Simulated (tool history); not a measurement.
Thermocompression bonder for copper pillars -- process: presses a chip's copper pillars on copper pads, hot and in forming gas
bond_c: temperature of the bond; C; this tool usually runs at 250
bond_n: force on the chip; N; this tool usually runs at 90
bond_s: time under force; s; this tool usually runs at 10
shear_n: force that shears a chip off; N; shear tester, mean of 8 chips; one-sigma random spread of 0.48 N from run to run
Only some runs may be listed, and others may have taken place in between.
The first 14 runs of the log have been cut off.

run	day	bond_c	bond_n	bond_s	shear_n
15	4.667	250	90	18	53.0
16	5.112	250	90	18	53.0
17	5.542	250	90	18	53.2
18	5.962	250	90	10	42.8
19	6.242	257	90	10	47.0
# day 6.538: force cell calibrated, once more
20	6.712	257	90	10	46.9
21	7.117	257	90	10	47.7
# day 7.471: forming gas filter changed
22	7.558	236	61	26	42.6
23	7.808	246	88	7	36.2
24	8.129	221	88	9	25.9
25	8.567	250	90	6	36.5
26	8.808	251	90	6	36.3
27	9.033	251	90	6	36.2
28	9.292	258	90	30	70.2
29	9.608	258	90	30	70.3
30	9.800	250	55	10	34.8
31	10.229	250	57	27	50.6
32	10.675	250	57	27	51.2
33	10.892	250	57	27	50.5
34	11.250	277	90	12	65.8
35	11.588	277	90	12	65.0
36	11.775	263	55	12	44.5
37	11.971	248	114	12	50.1
38	12.308	248	114	12	49.6
39	12.504	248	98	12	46.8

Consider 3 possible next runs. They are alternatives, not a sequence: every one starts from the tool as it was left by run 39. What does each give?
A	12.700	247	98	12	?
B	12.700	250	71	10	?
C	12.700	277	87	21	?

run	shear_n
A	45.9
B	38.3
C	74.4
Without the tool's hidden state the same runs would have given:
run	shear_n
A	55.0
B	46.5
C	82.6
